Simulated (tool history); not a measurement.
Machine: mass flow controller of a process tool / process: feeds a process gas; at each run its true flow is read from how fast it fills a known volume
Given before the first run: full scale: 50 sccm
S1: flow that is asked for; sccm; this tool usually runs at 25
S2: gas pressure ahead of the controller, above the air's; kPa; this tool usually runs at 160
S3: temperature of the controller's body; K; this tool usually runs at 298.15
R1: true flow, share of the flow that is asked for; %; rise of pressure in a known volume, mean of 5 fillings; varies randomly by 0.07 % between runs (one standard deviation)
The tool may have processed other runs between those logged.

Run 1, hour 0: usual settings. Result: R1 99.12 %.
Run 2, hour 175.1: usual settings but S3 297.15 K. Result: R1 99.43 %.
Run 3, hour 310.4: usual settings but S2 247 kPa. Result: R1 99.01 %.
Run 4, hour 463.2: usual settings but S2 247 kPa. Result: R1 98.96 %.
Run 5, hour 636.4: usual settings but S2 247 kPa, S3 297.15 K. Result: R1 99.06 %.
Run 6, hour 877.3: usual settings but S2 164 kPa, S3 297.15 K. Result: R1 99.24 %.
Run 7, hour 1157.6: usual settings but S2 164 kPa, S3 297.15 K. Result: R1 99.19 %.
Run 8, hour 1322.6: usual settings but S2 164 kPa, S3 297.15 K. Result: R1 99.23 %.
Run 9, hour 1542.6: usual settings but S2 164 kPa, S3 297.15 K. Result: R1 99.15 %.
Run 10, hour 1802.1: usual settings but S2 164 kPa, S3 297.15 K. Result: R1 99.28 %.
Run 11, hour 1939.3: usual settings but S2 164 kPa, S3 297.15 K. Result: R1 99.24 %.
Run 12, hour 2066.7: usual settings but S2 164 kPa, S3 297.15 K. Result: R1 99.33 %.
Run 13, hour 2311.8: usual settings but S2 164 kPa, S3 297.15 K. Result: R1 99.41 %.
Run 14, hour 2552.7: usual settings but S2 164 kPa, S3 297.15 K. Result: R1 99.27 %.
Run 15, hour 2726.3: usual settings but S1 9 sccm. Result: R1 98.79 %.
Run 16, hour 2860: usual settings but S3 293.15 K. Result: R1 99.44 %.
Run 17, hour 3125.8: usual settings but S3 310.15 K. Result: R1 98.63 %.
Run 18, hour 3330.1: usual settings. Result: R1 99.13 %.
Run 19, hour 3542.5: usual settings but S3 297.15 K. Result: R1 99.35 %.
Run 20, hour 3688: usual settings but S3 297.15 K. Result: R1 99.34 %.
Run 21, hour 3908.3: usual settings but S3 297.15 K. Result: R1 99.32 %.
Run 22, hour 4093.8: usual settings but S3 304.15 K. Result: R1 98.92 %.
Run 23, hour 4213.6: usual settings but S1 35 sccm, S2 185 kPa, S3 297.15 K. Result: R1 99.57 %.
Run 24, hour 4385.2: usual settings but S1 35 sccm, S2 159 kPa, S3 297.15 K. Result: R1 99.56 %.
Run 25, hour 4615.9: usual settings but S1 35 sccm, S2 159 kPa, S3 297.15 K. Result: R1 99.8 %.
Run 26, hour 4802.4: usual settings but S1 35 sccm, S2 192 kPa, S3 295.15 K. Result: R1 99.84 %.
Run 27, hour 5066.1: usual settings but S1 12 sccm, S2 254 kPa, S3 310.15 K. Result: R1 97.71 %.
Run 28, hour 5249.4: usual settings but S1 12 sccm, S2 254 kPa, S3 310.15 K. Result: R1 97.85 %.
Run 29, hour 5435.3: usual settings but S1 12 sccm, S2 152 kPa, S3 310.15 K. Result: R1 98.18 %.
Run 30, hour 5618.6: usual settings but S1 23 sccm, S3 310.15 K. Result: R1 98.55 %.
Run 31, hour 5882.8: usual settings but S1 23 sccm, S3 310.15 K. Result: R1 98.58 %.
Run 32, hour 6087.7: usual settings but S1 23 sccm, S3 310.15 K. Result: R1 98.67 %.
Run 33, hour 6366.4: usual settings but S1 23 sccm, S3 310.15 K. Result: R1 98.59 %.
Run 34, hour 6514.9: usual settings but S1 23 sccm, S3 310.15 K. Result: R1 98.61 %.
Run 35, hour 6780.2: usual settings but S1 33 sccm, S2 169 kPa. Result: R1 99.41 %.
Run 36, hour 6967.5: usual settings but S1 33 sccm, S2 169 kPa. Result: R1 99.51 %.
Run 37, hour 7188.7: usual settings but S1 36 sccm, S2 228 kPa, S3 294.15 K. Result: R1 99.76 %.
Run 38, hour 7314.4: usual settings but S1 36 sccm, S2 228 kPa, S3 294.15 K. Result: R1 99.67 %.
Run 39, hour 7542.4: usual settings but S1 36 sccm, S2 228 kPa, S3 294.15 K. Result: R1 99.5 %.
Run 40, hour 7750.9: usual settings but S1 12 sccm. Result: R1 98.68 %.
Run 41, hour 7889.9: usual settings but S1 45 sccm, S2 198 kPa. Result: R1 99.8 %.
Run 42, hour 8059.1: usual settings but S2 262 kPa, S3 307.15 K. Result: R1 98.51 %.
Run 43, hour 8332.6: usual settings but S2 262 kPa, S3 307.15 K. Result: R1 98.47 %.
Run 44, hour 8526.6: usual settings but S2 262 kPa, S3 307.15 K. Result: R1 98.25 %.

What if the next run were any one of these 3? Each begins from the tool's condition after run 44:
Run A, hour 8668.3: usual settings but S1 46 sccm, S2 259 kPa, S3 297.15 K. Result: R1 ?.
Run B, hour 8668.3: usual settings but S1 37 sccm, S2 262 kPa, S3 305.15 K. Result: R1 ?.
Run C, hour 8668.3: usual settings but S1 6 sccm, S3 311.15 K. Result: R1 ?.

run     R1
  A  99.62
  B  98.95
  C  97.84
Stripped of hidden state, with their random variation kept, the same runs would have yielded:
run     R1
  A  99.62
  B  98.94
  C  97.87

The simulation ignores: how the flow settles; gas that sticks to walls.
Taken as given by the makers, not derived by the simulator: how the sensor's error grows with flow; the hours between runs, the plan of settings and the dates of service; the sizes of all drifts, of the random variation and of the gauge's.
